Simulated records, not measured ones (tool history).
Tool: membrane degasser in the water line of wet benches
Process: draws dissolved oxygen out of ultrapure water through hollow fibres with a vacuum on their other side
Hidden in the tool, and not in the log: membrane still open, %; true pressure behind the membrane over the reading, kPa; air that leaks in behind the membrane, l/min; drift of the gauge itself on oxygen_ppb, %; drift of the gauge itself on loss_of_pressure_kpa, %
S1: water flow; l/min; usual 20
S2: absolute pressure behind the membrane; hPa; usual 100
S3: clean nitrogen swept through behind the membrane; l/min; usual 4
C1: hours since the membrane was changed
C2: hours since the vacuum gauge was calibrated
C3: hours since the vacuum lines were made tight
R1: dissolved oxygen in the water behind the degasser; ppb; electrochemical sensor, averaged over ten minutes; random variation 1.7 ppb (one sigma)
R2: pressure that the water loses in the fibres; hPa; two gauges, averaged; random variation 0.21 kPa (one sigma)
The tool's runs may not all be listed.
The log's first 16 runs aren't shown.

{"run": 17, "hour": 1083.8, "S1": 12, "S2": 100, "S3": 4, "C1": 2220, "C2": 6956, "C3": 9263, "R1": 84.5, "R2": 292.4}
{"run": 18, "hour": 1136.1, "S1": 12, "S2": 230, "S3": 4, "C1": 2273, "C2": 7008, "C3": 9315, "R1": 176, "R2": 291.6}
{"run": 19, "hour": 1203.1, "S1": 12, "S2": 230, "S3": 4, "C1": 2340, "C2": 7075, "C3": 9382, "R1": 175.1, "R2": 290.3}
{"hour": 1269.2, "done": "gauge calibrated"}
{"run": 20, "hour": 1288.9, "S1": 31, "S2": 79, "S3": 8.04, "C1": 2425, "C2": 7161, "C3": 9468, "R1": 207.2, "R2": 743.5}
{"run": 21, "hour": 1335.6, "S1": 31, "S2": 79, "S3": 6.84, "C1": 2472, "C2": 7208, "C3": 9515, "R1": 218.3, "R2": 741.8}
{"run": 22, "hour": 1388.5, "S1": 15, "S2": 86, "S3": 2.8, "C1": 2525, "C2": 7260, "C3": 9567, "R1": 117.4, "R2": 359.8}
{"run": 23, "hour": 1448.5, "S1": 15, "S2": 86, "S3": 2.8, "C1": 2585, "C2": 7320, "C3": 9627, "R1": 122.2, "R2": 360.7}
{"run": 24, "hour": 1536.7, "S1": 15, "S2": 60, "S3": 2.8, "C1": 2673, "C2": 7409, "C3": 9716, "R1": 85.4, "R2": 358.9}
{"run": 25, "hour": 1616.1, "S1": 16, "S2": 129, "S3": 5.67, "C1": 2753, "C2": 7488, "C3": 9795, "R1": 126.9, "R2": 381.8}
{"run": 26, "hour": 1653.6, "S1": 30, "S2": 60, "S3": 9.68, "C1": 2790, "C2": 7526, "C3": 9833, "R1": 181.4, "R2": 717.9}
{"run": 27, "hour": 1715.2, "S1": 30, "S2": 60, "S3": 9.68, "C1": 2852, "C2": 7587, "C3": 9894, "R1": 179.8, "R2": 722}
{"run": 28, "hour": 1753.6, "S1": 17, "S2": 64, "S3": 4, "C1": 2890, "C2": 7626, "C3": 9933, "R1": 96.9, "R2": 410.8}
{"run": 29, "hour": 1826.1, "S1": 17, "S2": 64, "S3": 4, "C1": 2963, "C2": 7698, "C3": 10005, "R1": 98.4, "R2": 410.7}
{"run": 30, "hour": 1911.7, "S1": 16, "S2": 70, "S3": 3.07, "C1": 3048, "C2": 7784, "C3": 10091, "R1": 103.6, "R2": 386.3}
{"run": 31, "hour": 2000.9, "S1": 16, "S2": 72, "S3": 8.42, "C1": 3137, "C2": 7873, "C3": 10180, "R1": 77.6, "R2": 386.5}

Forecast each of these 5 alternatives for the next run:
{"run": "A", "hour": 2088.3, "S1": 18, "S2": 112, "S3": 10.3, "C1": 3225, "C2": 7960, "C3": 10267, "R1": "?", "R2": "?"}
{"run": "B", "hour": 2088.3, "S1": 16, "S2": 72, "S3": 4.17, "C1": 3225, "C2": 7960, "C3": 10267, "R1": "?", "R2": "?"}
{"run": "C", "hour": 2088.3, "S1": 13, "S2": 91, "S3": 3.9, "C1": 3225, "C2": 7960, "C3": 10267, "R1": "?", "R2": "?"}
{"run": "D", "hour": 2088.3, "S1": 23, "S2": 110, "S3": 3.4, "C1": 3225, "C2": 7960, "C3": 10267, "R1": "?", "R2": "?"}
{"run": "E", "hour": 2088.3, "S1": 28, "S2": 236, "S3": 8.42, "C1": 3225, "C2": 7960, "C3": 10267, "R1": "?", "R2": "?"}

run=A R1=106.4 R2=437.6
run=B R1=94 R2=389.1
run=C R1=86.8 R2=315
run=D R1=227.2 R2=559.9
run=E R1=305.4 R2=680.1
Without the tool's hidden state the same runs would have given:
run=A R1=106.3 R2=430.2
run=B R1=93.8 R2=382.6
run=C R1=86.6 R2=309.7
run=D R1=226.9 R2=550.4
run=E R1=305.1 R2=668.6
